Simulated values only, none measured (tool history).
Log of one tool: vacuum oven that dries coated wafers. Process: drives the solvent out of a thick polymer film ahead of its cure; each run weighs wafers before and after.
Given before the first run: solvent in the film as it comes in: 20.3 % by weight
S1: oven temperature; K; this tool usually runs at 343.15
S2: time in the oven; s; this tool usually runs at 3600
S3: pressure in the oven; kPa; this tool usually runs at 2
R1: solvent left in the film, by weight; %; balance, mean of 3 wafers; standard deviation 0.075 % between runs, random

run	hour	S1	S2	S3	R1
1	0	343.15	3600	2	5.46
2	91.3	343.15	3600	2	5.52
3	147.2	343.15	3600	2	5.45
4	228.1	343.15	6180	2	2.91
5	311.2	343.15	3600	2	5.46
6	407.8	343.15	3600	6.38	7.36
7	492.4	343.15	3600	6.38	7.35
8	564.2	343.15	3600	2	5.44
# hour 573.4: oven's thermocouples calibrated
9	669.7	343.15	3600	5.73	7.08
10	769	343.15	4980	2	3.96
11	849.1	343.15	4980	2	3.91
12	919.5	343.15	3600	2	5.49
13	1016.6	343.15	5040	2	3.93
14	1100.8	330.15	3600	2	11.87
15	1143.5	330.15	3300	2.28	12.17
16	1212.8	330.15	3300	2.28	12.23
17	1285.9	339.15	3600	1.8	7.53
18	1369.5	339.15	2460	4.61	10.59
19	1429	353.15	2220	1.83	3.64
20	1521.3	353.15	2220	1.83	3.59
21	1576	343.15	2280	4.02	8.87
22	1663.8	349.15	3600	5.12	4.27
23	1709.6	349.15	3600	5.12	4.09

Below are 4 alternative next runs, each starting from the tool's condition after run 23. Predict each:
A	1799.1	329.15	4500	1.02	?
B	1799.1	331.15	5820	6.53	?
C	1799.1	343.15	3600	1.23	?
D	1799.1	354.15	5160	5.12	?

run	R1
A	10.84
B	11.65
C	5.24
D	2.02
The same runs, with their run-to-run variation unchanged, on a tool lacking any hidden condition would have given:
run	R1
A	10.83
B	11.64
C	5.23
D	2.01

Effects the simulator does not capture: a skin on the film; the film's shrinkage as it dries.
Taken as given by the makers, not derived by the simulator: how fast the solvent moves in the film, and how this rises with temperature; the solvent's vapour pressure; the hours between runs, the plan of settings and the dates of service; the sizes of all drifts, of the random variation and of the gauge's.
